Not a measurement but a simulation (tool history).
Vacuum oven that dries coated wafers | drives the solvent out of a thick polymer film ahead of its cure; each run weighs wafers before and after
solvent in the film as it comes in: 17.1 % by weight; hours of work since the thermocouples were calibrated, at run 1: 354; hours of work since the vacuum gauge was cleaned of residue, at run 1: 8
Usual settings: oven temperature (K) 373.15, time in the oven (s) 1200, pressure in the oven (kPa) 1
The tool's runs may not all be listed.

| run | hour | oven temperature (K) | time in the oven (s) | pressure in the oven (kPa) | hours of work since the thermocouples were calibrated | hours of work since the vacuum gauge was cleaned of residue | solvent left in the film (%) |
|---|---|---|---|---|---|---|---|
| 1 | 0 | 373.15 | 1200 | 1 | 354 | 8 | 1.38 |
| 2 | 37.2 | 373.15 | 1200 | 2.41 | 381 | 36 | 2 |
| 3 | 86.2 | 373.15 | 1200 | 1 | 418 | 72 | 1.45 |
| 4 | 123 | 373.15 | 1200 | 1 | 445 | 100 | 1.48 |
| 5 | 168.3 | 373.15 | 1200 | 1 | 479 | 133 | 1.52 |
| 6 | 238 | 360.15 | 1980 | 1.12 | 531 | 185 | 3.06 |
| 7 | 311 | 373.15 | 840 | 1 | 585 | 240 | 2.77 |
| 8 | 382.6 | 373.15 | 1200 | 2.69 | 638 | 293 | 2.19 |
| 9 | 436.8 | 378.15 | 1860 | 1.59 | 679 | 333 | 0.61 |
| 10 | 506.5 | 378.15 | 660 | 1.89 | 731 | 385 | 2.74 |

Hidden state or all else? Some run-to-run changes of solvent left in the film (%), split into what the settings, what came in and random variation would give without the hidden state, and what is left for the hidden state (with any gauge scatter that isn't in both results):
The hidden state here: true wafer temperature over the reading, C; true pressure over the reading, kPa; drift of the gauge itself on solvent_pct, %.
Run 9 -> 10: time in the oven (s) 1860 -> 660, pressure in the oven (kPa) 1.59 -> 1.89. solvent left in the film (%) +2.13: hidden state +0.26, all else +1.87.

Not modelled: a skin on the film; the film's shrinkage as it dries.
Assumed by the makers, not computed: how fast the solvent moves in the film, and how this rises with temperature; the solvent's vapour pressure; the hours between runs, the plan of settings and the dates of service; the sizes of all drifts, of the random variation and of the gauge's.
